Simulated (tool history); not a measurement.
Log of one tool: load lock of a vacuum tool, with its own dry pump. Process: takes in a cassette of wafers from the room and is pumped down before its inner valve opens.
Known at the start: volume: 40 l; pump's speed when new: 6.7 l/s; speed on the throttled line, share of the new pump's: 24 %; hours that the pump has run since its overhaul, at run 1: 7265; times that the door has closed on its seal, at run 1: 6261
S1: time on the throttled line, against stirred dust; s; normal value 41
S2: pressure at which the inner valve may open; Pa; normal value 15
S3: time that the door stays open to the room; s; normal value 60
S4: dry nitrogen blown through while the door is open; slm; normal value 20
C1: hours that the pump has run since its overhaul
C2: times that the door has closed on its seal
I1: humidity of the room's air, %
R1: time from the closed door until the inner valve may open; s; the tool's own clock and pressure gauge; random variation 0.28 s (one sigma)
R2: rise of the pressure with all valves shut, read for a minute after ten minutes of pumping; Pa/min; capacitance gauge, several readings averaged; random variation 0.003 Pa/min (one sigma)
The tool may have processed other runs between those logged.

{"run": 1, "day": 0.0, "S1": 41, "S2": 15, "S3": 60, "S4": 20, "C1": 7265, "C2": 6261, "I1": 44.5, "R1": 85.3, "R2": 0.045}
{"run": 2, "day": 7.442, "S1": 41, "S2": 15, "S3": 60, "S4": 20, "C1": 7444, "C2": 6675, "I1": 44.7, "R1": 85.0, "R2": 0.044}
{"run": 3, "day": 13.158, "S1": 41, "S2": 14, "S3": 60, "S4": 20, "C1": 7581, "C2": 6992, "I1": 44.4, "R1": 85.8, "R2": 0.042}
{"run": 4, "day": 22.567, "S1": 41, "S2": 14, "S3": 60, "S4": 20, "C1": 7807, "C2": 7515, "I1": 46.0, "R1": 85.7, "R2": 0.046}
{"run": 5, "day": 30.4, "S1": 41, "S2": 16, "S3": 60, "S4": 20, "C1": 7995, "C2": 7951, "I1": 43.8, "R1": 84.8, "R2": 0.049}
{"run": 6, "day": 34.521, "S1": 41, "S2": 16, "S3": 60, "S4": 20, "C1": 8094, "C2": 8180, "I1": 46.5, "R1": 84.7, "R2": 0.046}
{"run": 7, "day": 38.704, "S1": 30, "S2": 10, "S3": 39, "S4": 44, "C1": 8194, "C2": 8413, "I1": 43.0, "R1": 79.4, "R2": 0.044}
{"run": 8, "day": 44.917, "S1": 30, "S2": 10, "S3": 39, "S4": 44, "C1": 8343, "C2": 8758, "I1": 47.8, "R1": 79.3, "R2": 0.046}
{"run": 9, "day": 51.458, "S1": 34, "S2": 14, "S3": 140, "S4": 10, "C1": 8500, "C2": 9122, "I1": 43.7, "R1": 80.4, "R2": 0.068}
{"run": 10, "day": 60.062, "S1": 42, "S2": 14, "S3": 235, "S4": 10, "C1": 8707, "C2": 9601, "I1": 42.6, "R1": 86.1, "R2": 0.079}
{"run": 11, "day": 65.583, "S1": 73, "S2": 16, "S3": 26, "S4": 24, "C1": 8839, "C2": 9907, "I1": 44.4, "R1": 108.4, "R2": 0.051}
{"run": 12, "day": 74.412, "S1": 37, "S2": 14, "S3": 164, "S4": 39, "C1": 9051, "C2": 10398, "I1": 43.4, "R1": 82.6, "R2": 0.059}

Some steps in R1 between neighbouring runs. How much of each would the tool show without its hidden state too (settings, what came in, random variation), and how much is left for the hidden state, with any gauge scatter that isn't in both results?
Hidden state present: pump's speed, % of a new pump's; leak at the door's seal, Pa l/s; drift of the gauge itself on ready_s, %; drift of the gauge itself on rise_pa_min, %.
Run 2 -> 3: S2 15 -> 14. R1 +0.8 s: hidden state +0.2, all else +0.6.
Run 11 -> 12: S1 73 -> 37, S2 16 -> 14, S3 26 -> 164, S4 24 -> 39. R1 -25.8 s: hidden state +0.2, all else -26.0.
